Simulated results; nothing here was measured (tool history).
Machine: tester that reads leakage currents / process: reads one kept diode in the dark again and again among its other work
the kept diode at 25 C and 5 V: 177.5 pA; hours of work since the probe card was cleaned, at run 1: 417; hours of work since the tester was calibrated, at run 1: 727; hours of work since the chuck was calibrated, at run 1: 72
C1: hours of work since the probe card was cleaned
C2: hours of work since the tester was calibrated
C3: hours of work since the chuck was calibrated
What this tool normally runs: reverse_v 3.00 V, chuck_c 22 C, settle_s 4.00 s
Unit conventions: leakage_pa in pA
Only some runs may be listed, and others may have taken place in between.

run 1 day=0.000 | reverse_v=3.00 chuck_c=22 settle_s=4.00 | C1=417 C2=727 C3=72 | leakage_pa=99.17
run 2 day=1.067 | reverse_v=3.00 chuck_c=57 settle_s=4.00 | C1=432 C2=742 C3=88 | leakage_pa=1721.07
run 3 day=1.712 | reverse_v=3.00 chuck_c=57 settle_s=4.00 | C1=441 C2=751 C3=97 | leakage_pa=1718.68
run 4 day=2.867 | reverse_v=3.00 chuck_c=57 settle_s=4.00 | C1=458 C2=768 C3=114 | leakage_pa=1726.67
run 5 day=3.679 | reverse_v=3.00 chuck_c=57 settle_s=4.00 | C1=470 C2=780 C3=126 | leakage_pa=1734.11
run 6 day=4.767 | reverse_v=6.78 chuck_c=57 settle_s=4.00 | C1=486 C2=796 C3=142 | leakage_pa=2783.99
run 7 day=5.925 | reverse_v=3.00 chuck_c=22 settle_s=8.52 | C1=502 C2=812 C3=158 | leakage_pa=97.82
-- day=6.142 probe card cleaned and baked
run 8 day=7.254 | reverse_v=3.00 chuck_c=24 settle_s=8.52 | C1=16 C2=830 C3=176 | leakage_pa=117.11
run 9 day=8.700 | reverse_v=3.00 chuck_c=24 settle_s=8.52 | C1=37 C2=851 C3=197 | leakage_pa=116.33
run 10 day=10.217 | reverse_v=3.00 chuck_c=56 settle_s=4.00 | C1=59 C2=873 C3=219 | leakage_pa=1586.36
-- day=11.188 probe card cleaned and baked, once more
run 11 day=11.808 | reverse_v=3.00 chuck_c=56 settle_s=4.00 | C1=9 C2=894 C3=240 | leakage_pa=1587.92
run 12 day=13.129 | reverse_v=3.00 chuck_c=22 settle_s=4.00 | C1=28 C2=913 C3=259 | leakage_pa=96.31
run 13 day=14.121 | reverse_v=10.86 chuck_c=22 settle_s=0.58 | C1=43 C2=928 C3=274 | leakage_pa=208.12
run 14 day=15.521 | reverse_v=3.13 chuck_c=29 settle_s=1.60 | C1=63 C2=948 C3=294 | leakage_pa=184.37
run 15 day=16.358 | reverse_v=2.91 chuck_c=32 settle_s=1.50 | C1=75 C2=960 C3=306 | leakage_pa=228.65
run 16 day=17.508 | reverse_v=3.00 chuck_c=40 settle_s=4.00 | C1=92 C2=977 C3=323 | leakage_pa=454.59
run 17 day=18.250 | reverse_v=3.00 chuck_c=40 settle_s=4.00 | C1=102 C2=988 C3=333 | leakage_pa=453.84
run 18 day=19.246 | reverse_v=3.00 chuck_c=40 settle_s=4.00 | C1=117 C2=1002 C3=348 | leakage_pa=453.64
run 19 day=20.625 | reverse_v=2.46 chuck_c=40 settle_s=4.00 | C1=137 C2=1022 C3=368 | leakage_pa=402.90
run 20 day=21.583 | reverse_v=2.46 chuck_c=40 settle_s=4.00 | C1=151 C2=1036 C3=382 | leakage_pa=401.10
run 21 day=23.162 | reverse_v=2.46 chuck_c=40 settle_s=4.00 | C1=174 C2=1059 C3=405 | leakage_pa=400.05
run 22 day=24.104 | reverse_v=1.63 chuck_c=22 settle_s=2.71 | C1=187 C2=1072 C3=418 | leakage_pa=65.75
run 23 day=25.217 | reverse_v=3.00 chuck_c=34 settle_s=4.00 | C1=203 C2=1089 C3=434 | leakage_pa=273.29

Hidden state at the last listed run before each entry between runs and at the first one after, where it differs:
From run 7 to run 8: probe card cleaned and baked (day 6.142)
  stray current of the dirty probe card, pA a volt: 0.08 -> 0.099; true chuck temperature over the reading, C: -0.25 -> -0.27
  measured value less the no-hidden-state value, leakage_pa: -1.98 -> -2.55 pA
From run 10 to run 11: probe card cleaned and baked, once more (day 11.188)
  stray current of the dirty probe card, pA a volt: 0.104 -> 0.022; current scale over the true one, %: 0.12 -> 0.13; true chuck temperature over the reading, C: -0.33 -> -0.36
  measured value less the no-hidden-state value, leakage_pa: -36.75 -> -39.97 pA
